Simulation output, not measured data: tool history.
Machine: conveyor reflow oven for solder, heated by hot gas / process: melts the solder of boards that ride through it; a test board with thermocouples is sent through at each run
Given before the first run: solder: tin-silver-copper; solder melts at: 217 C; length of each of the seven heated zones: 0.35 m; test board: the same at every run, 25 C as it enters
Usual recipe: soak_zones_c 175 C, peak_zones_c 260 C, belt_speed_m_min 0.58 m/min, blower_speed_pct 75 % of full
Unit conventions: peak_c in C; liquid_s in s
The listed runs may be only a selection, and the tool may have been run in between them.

run    day  soak_zones_c  peak_zones_c  belt_speed_m_min  blower_speed_pct  peak_c  liquid_s
  1      0           175           260              0.58                75   243.7      48.9
  2  0.267           175           260              0.58                75   243.7      48.4
  3  0.425           185           260              0.58                75   244.9      54.3
  4  0.796           185           260             0.674                75   240.9        42
  5  1.042           175           257              0.58                75   240.8      46.3
  6  1.204           175           260              0.58                75   243.3      48.8
  7  1.588           175           260              0.58                75   243.2      48.5
  8  1.867           175           260              0.58                75   243.2      48.5
     2.333  -- flux residue cleaned out of gas plates and filters
  9  2.371           175           260              0.58                75   244.2      49.5
 10  2.604           175           260              0.58                75   243.8      49.3
 11  2.962           175           260              0.58                75   243.9      49.2
 12  3.221           166           260              0.58                80   243.4      46.2
 13  3.546           175           271             0.466                75   259.2      75.9
 14  3.771           175           250             0.588                75   235.1      39.6
 15  3.942           175           260             0.629                75   241.5      42.9
 16  4.179           175           260             0.629                75   241.4      42.5
 17  4.521           175           260             0.629                75   241.5      42.4
 18  4.858           181           260             0.592                67   242.9        49
 19  5.033           181           260             0.592                67   242.8        49
 20  5.233           162           273             0.497                53   253.1      60.5

Consider 5 possible next runs. They are alternatives, not a sequence: every one starts from the tool as it was left by run 20. What does each give?
  A  5.546           175           262              0.58                75       ?         ?
  B  5.546           175           273             0.504                74       ?         ?
  C  5.546           172           273             0.497                53       ?         ?
  D  5.546           168           252              0.58                68       ?         ?
  E  5.546           175           272             0.563                75       ?         ?

run  peak_c  liquid_s
  A   245.3      50.7
  B   258.9      69.5
  C   254.8      65.3
  D   234.3      36.5
  E   255.1      59.2
With the hidden condition removed and each run's random variation left untouched, the same runs would have given:
run  peak_c  liquid_s
  A   248.1      52.2
  B   261.8      70.3
  C   257.5      66.3
  D     237      39.2
  E   257.9      60.1
